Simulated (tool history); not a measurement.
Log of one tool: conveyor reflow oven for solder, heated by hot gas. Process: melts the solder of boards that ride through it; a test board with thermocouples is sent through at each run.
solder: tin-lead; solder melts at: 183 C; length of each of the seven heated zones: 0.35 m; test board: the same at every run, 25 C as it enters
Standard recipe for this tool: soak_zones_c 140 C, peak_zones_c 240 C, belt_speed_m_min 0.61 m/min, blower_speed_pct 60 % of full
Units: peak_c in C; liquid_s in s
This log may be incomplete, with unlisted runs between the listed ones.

run 1 day=0 | soak_zones_c=140 peak_zones_c=240 belt_speed_m_min=0.61 blower_speed_pct=60 | peak_c=218.9 liquid_s=52.7
run 2 day=1.288 | soak_zones_c=140 peak_zones_c=240 belt_speed_m_min=0.61 blower_speed_pct=60 | peak_c=218.4 liquid_s=52.7
run 3 day=2.054 | soak_zones_c=140 peak_zones_c=240 belt_speed_m_min=0.61 blower_speed_pct=60 | peak_c=218.7 liquid_s=52.8
run 4 day=2.788 | soak_zones_c=140 peak_zones_c=240 belt_speed_m_min=0.61 blower_speed_pct=60 | peak_c=218.5 liquid_s=52.8
run 5 day=3.404 | soak_zones_c=140 peak_zones_c=240 belt_speed_m_min=0.61 blower_speed_pct=60 | peak_c=218.4 liquid_s=52.6
run 6 day=4.258 | soak_zones_c=140 peak_zones_c=240 belt_speed_m_min=0.61 blower_speed_pct=60 | peak_c=218.4 liquid_s=52.4
run 7 day=5.492 | soak_zones_c=140 peak_zones_c=240 belt_speed_m_min=0.61 blower_speed_pct=60 | peak_c=218.4 liquid_s=52.6
run 8 day=6.812 | soak_zones_c=140 peak_zones_c=240 belt_speed_m_min=0.61 blower_speed_pct=60 | peak_c=218.3 liquid_s=52.6
-- day=7.367 flux residue cleaned out of gas plates and filters
run 9 day=8.108 | soak_zones_c=140 peak_zones_c=240 belt_speed_m_min=0.61 blower_speed_pct=60 | peak_c=221.1 liquid_s=54.8
run 10 day=9.438 | soak_zones_c=140 peak_zones_c=240 belt_speed_m_min=0.61 blower_speed_pct=60 | peak_c=220.9 liquid_s=54.6
run 11 day=10.167 | soak_zones_c=140 peak_zones_c=240 belt_speed_m_min=0.61 blower_speed_pct=60 | peak_c=220.9 liquid_s=54.6
run 12 day=11.408 | soak_zones_c=140 peak_zones_c=249 belt_speed_m_min=0.61 blower_speed_pct=60 | peak_c=228.4 liquid_s=59.2
run 13 day=12.021 | soak_zones_c=151 peak_zones_c=240 belt_speed_m_min=0.61 blower_speed_pct=60 | peak_c=223.2 liquid_s=60.1
run 14 day=13.108 | soak_zones_c=140 peak_zones_c=240 belt_speed_m_min=0.61 blower_speed_pct=72 | peak_c=224.3 liquid_s=56.8
run 15 day=14.029 | soak_zones_c=140 peak_zones_c=240 belt_speed_m_min=0.607 blower_speed_pct=60 | peak_c=221 liquid_s=54.9
run 16 day=14.592 | soak_zones_c=131 peak_zones_c=253 belt_speed_m_min=0.607 blower_speed_pct=60 | peak_c=229.8 liquid_s=57.7
run 17 day=15.208 | soak_zones_c=131 peak_zones_c=253 belt_speed_m_min=0.607 blower_speed_pct=60 | peak_c=229.8 liquid_s=57.8
run 18 day=15.762 | soak_zones_c=140 peak_zones_c=240 belt_speed_m_min=0.695 blower_speed_pct=88 | peak_c=222.9 liquid_s=49.2
run 19 day=17.021 | soak_zones_c=140 peak_zones_c=240 belt_speed_m_min=0.523 blower_speed_pct=60 | peak_c=225.9 liquid_s=68.1
run 20 day=17.925 | soak_zones_c=137 peak_zones_c=247 belt_speed_m_min=0.589 blower_speed_pct=51 | peak_c=224.1 liquid_s=57.7
run 21 day=19.012 | soak_zones_c=140 peak_zones_c=240 belt_speed_m_min=0.61 blower_speed_pct=63 | peak_c=221.2 liquid_s=54.9
-- day=19.275 belt drive overhauled, speed set with a stopwatch
run 22 day=20.417 | soak_zones_c=140 peak_zones_c=240 belt_speed_m_min=0.61 blower_speed_pct=63 | peak_c=221.7 liquid_s=55.9
run 23 day=21.308 | soak_zones_c=140 peak_zones_c=240 belt_speed_m_min=0.61 blower_speed_pct=63 | peak_c=221.3 liquid_s=55.8
-- day=22.242 thermocouples of zones 6 and 7 changed
run 24 day=22.267 | soak_zones_c=140 peak_zones_c=240 belt_speed_m_min=0.61 blower_speed_pct=63 | peak_c=219.5 liquid_s=54.5
run 25 day=23.258 | soak_zones_c=129 peak_zones_c=240 belt_speed_m_min=0.61 blower_speed_pct=63 | peak_c=217.5 liquid_s=49.4
run 26 day=23.996 | soak_zones_c=129 peak_zones_c=232 belt_speed_m_min=0.61 blower_speed_pct=63 | peak_c=210.3 liquid_s=44
run 27 day=25.217 | soak_zones_c=129 peak_zones_c=232 belt_speed_m_min=0.61 blower_speed_pct=63 | peak_c=210.4 liquid_s=43.8
run 28 day=26.246 | soak_zones_c=150 peak_zones_c=240 belt_speed_m_min=0.699 blower_speed_pct=62 | peak_c=216.3 liquid_s=48.1
run 29 day=26.804 | soak_zones_c=140 peak_zones_c=240 belt_speed_m_min=0.619 blower_speed_pct=65 | peak_c=219.3 liquid_s=53.5
-- day=27.658 belt drive overhauled, speed set with a stopwatch, once more
run 30 day=27.742 | soak_zones_c=146 peak_zones_c=236 belt_speed_m_min=0.549 blower_speed_pct=68 | peak_c=220.8 liquid_s=63

3 ways to go on from here, each from the tool as it stands after run 30. What would each give?
run A day=29.104 | soak_zones_c=135 peak_zones_c=236 belt_speed_m_min=0.727 blower_speed_pct=68 | peak_c=? liquid_s=?
run B day=29.104 | soak_zones_c=146 peak_zones_c=238 belt_speed_m_min=0.519 blower_speed_pct=68 | peak_c=? liquid_s=?
run C day=29.104 | soak_zones_c=146 peak_zones_c=236 belt_speed_m_min=0.519 blower_speed_pct=68 | peak_c=? liquid_s=?

run=A peak_c=207.9 liquid_s=34.3
run=B peak_c=224.2 liquid_s=69.2
run=C peak_c=222.8 liquid_s=67.8
Without the tool's hidden state the same runs would have given:
run=A peak_c=210.5 liquid_s=36.8
run=B peak_c=225.5 liquid_s=70.2
run=C peak_c=224.1 liquid_s=68.9
